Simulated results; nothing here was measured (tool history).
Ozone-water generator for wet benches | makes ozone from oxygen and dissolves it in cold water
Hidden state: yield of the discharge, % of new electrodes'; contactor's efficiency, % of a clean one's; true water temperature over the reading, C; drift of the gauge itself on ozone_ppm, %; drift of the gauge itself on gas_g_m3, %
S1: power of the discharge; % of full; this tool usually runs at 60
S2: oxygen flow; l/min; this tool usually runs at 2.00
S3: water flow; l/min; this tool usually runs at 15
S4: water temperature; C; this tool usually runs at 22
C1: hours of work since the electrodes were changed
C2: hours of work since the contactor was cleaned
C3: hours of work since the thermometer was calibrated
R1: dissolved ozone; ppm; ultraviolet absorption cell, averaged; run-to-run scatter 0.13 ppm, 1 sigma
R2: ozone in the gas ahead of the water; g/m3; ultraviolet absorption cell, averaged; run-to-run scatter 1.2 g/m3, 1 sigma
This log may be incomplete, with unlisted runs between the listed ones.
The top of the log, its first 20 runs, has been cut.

run	hour	S1	S2	S3	S4	C1	C2	C3	R1	R2
21	612.3	60	1.58	20	22	1593	6482	932	9.9	254.8
22	639.4	94	1.69	9	17	1612	6501	952	27.3	306.7
23	662.6	80	1.07	17	22	1629	6518	968	12.9	391.1
24	698.4	47	2.00	20	22	1654	6543	994	8.8	194.9
25	723.6	78	2.00	15	25	1672	6561	1012	14.7	251.0
26	763.8	78	2.00	15	25	1701	6590	1040	14.7	253.2
# hour 781.5: gauge calibrated
27	796.5	78	2.00	15	25	1724	6613	1064	14.6	244.6
28	834.0	78	3.20	15	18	1751	6640	1090	15.8	179.2
29	864.4	78	3.20	15	18	1773	6662	1112	15.5	177.7
30	898.1	49	2.00	21	19	1797	6686	1136	9.0	193.1
31	937.6	49	2.00	21	24	1825	6714	1164	8.8	192.0
32	973.7	49	2.00	21	24	1850	6740	1190	8.5	190.8

Alternative continuations, all from the tool just after run 32; predict every row:
A	1017.0	96	2.00	23	24	1881	6771	1221	?	?
B	1017.0	49	1.22	21	23	1881	6771	1221	?	?
C	1017.0	49	2.74	21	24	1881	6771	1221	?	?
D	1017.0	79	3.51	20	22	1881	6771	1221	?	?

run	R1	R2
A	11.1	277.6
B	8.2	269.2
C	8.6	155.4
D	11.8	168.4
Take away the tool's hidden state, keep each run's random variation, and the runs would have read:
run	R1	R2
A	11.1	275.2
B	8.2	266.9
C	8.6	154.0
D	11.8	167.0
